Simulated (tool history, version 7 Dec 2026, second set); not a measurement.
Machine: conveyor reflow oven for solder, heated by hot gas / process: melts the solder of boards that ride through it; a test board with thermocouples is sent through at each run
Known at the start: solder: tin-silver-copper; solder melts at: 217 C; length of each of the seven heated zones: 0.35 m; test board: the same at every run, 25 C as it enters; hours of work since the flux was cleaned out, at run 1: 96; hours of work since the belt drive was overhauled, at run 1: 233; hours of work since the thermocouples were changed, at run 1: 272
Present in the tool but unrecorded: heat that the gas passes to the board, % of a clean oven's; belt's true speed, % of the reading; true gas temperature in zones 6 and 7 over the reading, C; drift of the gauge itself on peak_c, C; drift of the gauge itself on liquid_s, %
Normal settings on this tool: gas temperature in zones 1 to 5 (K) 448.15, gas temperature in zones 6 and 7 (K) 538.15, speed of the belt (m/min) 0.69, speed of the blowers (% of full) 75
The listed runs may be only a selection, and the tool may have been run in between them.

run,hour,gas temperature in zones 1 to 5 (K),gas temperature in zones 6 and 7 (K),speed of the belt (m/min),speed of the blowers (% of full),hours of work since the flux was cleaned out,hours of work since the belt drive was overhauled,hours of work since the thermocouples were changed,highest temperature of the board (K),time above the solder's melting point (s)
1,0,448.15,538.15,0.69,75,96,233,272,519.85,41.2
2,21.7,448.15,538.15,0.69,75,108,245,284,519.95,41.8
3,44.9,448.15,538.15,0.69,75,121,258,297,519.85,42.2
4,56.9,448.15,538.15,0.69,75,127,264,303,519.55,41.6
5,73.3,448.15,538.15,0.69,75,136,273,312,518.75,41.3
6,90.9,448.15,538.15,0.69,75,146,283,322,519.75,41.5
7,106.9,448.15,538.15,0.69,75,155,291,330,519.05,41.7
8,125.7,448.15,538.15,0.643,75,165,302,341,520.75,46.7
9,136.7,448.15,536.15,0.69,75,171,308,346,517.15,40.1
10,161.6,448.15,536.15,0.69,75,184,321,360,517.65,40.1
11,177.1,448.15,538.15,0.69,87,193,330,368,521.45,43.7
# hour 183.9: flux residue cleaned out of gas plates and filters
12,200.2,448.15,538.15,0.69,87,9,339,378,521.95,43.9
13,221.7,448.15,538.15,0.69,87,21,351,390,520.25,42.6
14,232.8,448.15,538.15,0.69,87,27,357,396,520.35,43.1
15,255.6,448.15,538.15,0.69,87,39,369,408,521.25,42.2
16,272.8,448.15,538.15,0.642,75,48,379,418,520.55,45.6
# hour 281.9: flux residue cleaned out of gas plates and filters, once more
17,301.9,448.15,538.15,0.642,75,11,392,431,522.85,47.7
18,314.5,450.15,552.15,0.63,73,18,399,438,534.85,55.9
19,336.4,450.15,552.15,0.63,52,30,411,450,529.05,51.2
20,355.6,450.15,552.15,0.63,52,40,421,460,528.15,51.2
21,369.1,450.15,535.15,0.575,52,47,428,467,516.65,47.9
22,390,461.15,550.15,0.69,87,59,440,479,534.85,54.6
23,403.1,459.15,547.15,0.716,77,66,447,486,528.95,48.7
24,417.3,448.15,536.15,0.625,82,74,455,494,521.35,49.7
25,435.3,448.15,538.15,0.801,57,83,464,503,507.05,24.1
26,455,440.15,538.15,0.764,52,94,475,514,504.75,20.6
27,477.8,449.15,533.15,0.605,52,106,488,526,512.35,40.9
28,503.2,448.15,538.15,0.565,61,120,501,540,521.85,52.6
29,526.6,457.15,538.15,0.69,63,133,514,553,517.05,41.9
30,546.8,448.15,538.15,0.625,85,144,525,564,523.55,50.4
31,559.4,437.15,530.15,0.661,63,151,532,571,507.15,29.3

How would selected steps in highest temperature of the board (K) from run to run divide? Give the signed amount a tool lacking its hidden state would still show from settings, what came in and random variation, and the signed amount left for the hidden state, including any gauge scatter that is not in both of the compared results.
Run 11 -> 12: flux residue cleaned out of gas plates and filters. highest temperature of the board (K) +0.5: hidden state -0.4, all else +0.9.
Run 16 -> 17: flux residue cleaned out of gas plates and filters, once more. highest temperature of the board (K) +2.3: hidden state +2, all else +0.3.
Run 21 -> 22: gas temperature in zones 1 to 5 (K) 450.15 -> 461.15, gas temperature in zones 6 and 7 (K) 535.15 -> 550.15, speed of the belt (m/min) 0.575 -> 0.69, speed of the blowers (% of full) 52 -> 87. highest temperature of the board (K) +18.2: hidden state -0.4, all else +18.6.
Run 24 -> 25: gas temperature in zones 6 and 7 (K) 536.15 -> 538.15, speed of the belt (m/min) 0.625 -> 0.801, speed of the blowers (% of full) 82 -> 57. highest temperature of the board (K) -14.3: hidden state -0.1, all else -14.2.
Run 30 -> 31: gas temperature in zones 1 to 5 (K) 448.15 -> 437.15, gas temperature in zones 6 and 7 (K) 538.15 -> 530.15, speed of the belt (m/min) 0.625 -> 0.661, speed of the blowers (% of full) 85 -> 63. highest temperature of the board (K) -16.4: hidden state -0.1, all else -16.3.
